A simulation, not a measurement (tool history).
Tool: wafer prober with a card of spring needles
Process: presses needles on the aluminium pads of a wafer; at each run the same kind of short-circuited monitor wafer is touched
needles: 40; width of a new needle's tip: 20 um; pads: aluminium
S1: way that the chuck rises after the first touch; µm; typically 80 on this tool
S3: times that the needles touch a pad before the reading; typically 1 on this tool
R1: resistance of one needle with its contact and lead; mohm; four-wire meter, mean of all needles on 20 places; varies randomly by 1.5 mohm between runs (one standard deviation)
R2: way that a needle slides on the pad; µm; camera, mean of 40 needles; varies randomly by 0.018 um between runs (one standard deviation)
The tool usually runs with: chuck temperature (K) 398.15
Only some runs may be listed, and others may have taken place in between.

run 1 hour=0.0 | S1=80 chuck_temperature_(K)=398.15 S3=1 | R1=165 R2=11.17
-- hour=14.2 tips cleaned on abrasive film
run 2 hour=21.8 | S1=80 chuck_temperature_(K)=398.15 S3=1 | R1=244 R2=11.09
-- hour=29.1 tips cleaned on abrasive film
-- hour=43.1 tips cleaned on abrasive film
run 3 hour=43.4 | S1=80 chuck_temperature_(K)=331.15 S3=1 | R1=141 R2=11.08
-- hour=58.0 tips cleaned on abrasive film
run 4 hour=66.5 | S1=80 chuck_temperature_(K)=331.15 S3=1 | R1=193 R2=11.03
-- hour=72.1 tips cleaned on abrasive film
-- hour=86.9 tips cleaned on abrasive film
-- hour=90.2 height of the first contact set anew
run 5 hour=100.3 | S1=80 chuck_temperature_(K)=398.15 S3=1 | R1=205 R2=11.31
-- hour=103.9 tips cleaned on abrasive film
-- hour=119.1 tips cleaned on abrasive film
run 6 hour=130.7 | S1=80 chuck_temperature_(K)=398.15 S3=1 | R1=203 R2=11.30
-- hour=133.3 tips cleaned on abrasive film
-- hour=148.1 tips cleaned on abrasive film
-- hour=152.8 tips cleaned on abrasive film, once more
run 7 hour=152.8 | S1=80 chuck_temperature_(K)=391.15 S3=1 | R1=138 R2=11.28
-- hour=168.8 tips cleaned on abrasive film
run 8 hour=181.5 | S1=80 chuck_temperature_(K)=391.15 S3=1 | R1=206 R2=11.25
-- hour=183.8 tips cleaned on abrasive film
-- hour=199.4 tips cleaned on abrasive film
run 9 hour=199.4 | S1=80 chuck_temperature_(K)=398.15 S3=1 | R1=143 R2=11.24
-- hour=213.9 tips cleaned on abrasive film
-- hour=228.0 tips cleaned on abrasive film
run 10 hour=236.4 | S1=80 chuck_temperature_(K)=398.15 S3=1 | R1=191 R2=11.22
-- hour=244.5 tips cleaned on abrasive film
run 11 hour=252.6 | S1=80 chuck_temperature_(K)=398.15 S3=1 | R1=197 R2=11.22
-- hour=258.6 tips cleaned on abrasive film
-- hour=272.4 tips cleaned on abrasive film
-- hour=288.4 tips cleaned on abrasive film
run 12 hour=291.3 | S1=87 chuck_temperature_(K)=347.15 S3=1 | R1=157 R2=12.22
-- hour=304.0 tips cleaned on abrasive film
run 13 hour=311.3 | S1=67 chuck_temperature_(K)=303.15 S3=3 | R1=157 R2=9.33
-- hour=320.1 tips cleaned on abrasive film
run 14 hour=333.5 | S1=67 chuck_temperature_(K)=303.15 S3=3 | R1=168 R2=9.33
-- hour=335.7 tips cleaned on abrasive film
-- hour=349.9 tips cleaned on abrasive film
-- hour=364.1 tips cleaned on abrasive film
run 15 hour=365.8 | S1=67 chuck_temperature_(K)=303.15 S3=3 | R1=138 R2=9.31
-- hour=378.5 tips cleaned on abrasive film
-- hour=392.9 tips cleaned on abrasive film
run 16 hour=397.5 | S1=80 chuck_temperature_(K)=331.15 S3=1 | R1=176 R2=11.15
-- hour=407.4 tips cleaned on abrasive film
-- hour=421.6 tips cleaned on abrasive film
run 17 hour=431.4 | S1=75 chuck_temperature_(K)=398.15 S3=3 | R1=162 R2=10.40
-- hour=437.8 tips cleaned on abrasive film
-- hour=452.2 tips cleaned on abrasive film
run 18 hour=462.7 | S1=75 chuck_temperature_(K)=398.15 S3=2 | R1=183 R2=10.39
-- hour=466.2 tips cleaned on abrasive film
-- hour=481.1 tips cleaned on abrasive film
-- hour=489.3 height of the first contact set anew
-- hour=496.8 tips cleaned on abrasive film
run 19 hour=496.9 | S1=70 chuck_temperature_(K)=398.15 S3=1 | R1=149 R2=9.91

Each row is a separate what-if for the run after 19, all from the same tool condition, not one after another. Results?
-- hour=512.5 tips cleaned on abrasive film
run A hour=515.4 | S1=99 chuck_temperature_(K)=304.15 S3=2 | R1=? R2=?
-- hour=512.5 tips cleaned on abrasive film
run B hour=515.4 | S1=99 chuck_temperature_(K)=333.15 S3=1 | R1=? R2=?
-- hour=512.5 tips cleaned on abrasive film
run C hour=515.4 | S1=70 chuck_temperature_(K)=319.15 S3=1 | R1=? R2=?

run=A R1=133 R2=13.97
run=B R1=147 R2=13.98
run=C R1=165 R2=9.90
Stripped of hidden state, with their random variation kept, the same runs would have yielded:
run=A R1=121 R2=13.99
run=B R1=126 R2=13.99
run=C R1=128 R2=9.92

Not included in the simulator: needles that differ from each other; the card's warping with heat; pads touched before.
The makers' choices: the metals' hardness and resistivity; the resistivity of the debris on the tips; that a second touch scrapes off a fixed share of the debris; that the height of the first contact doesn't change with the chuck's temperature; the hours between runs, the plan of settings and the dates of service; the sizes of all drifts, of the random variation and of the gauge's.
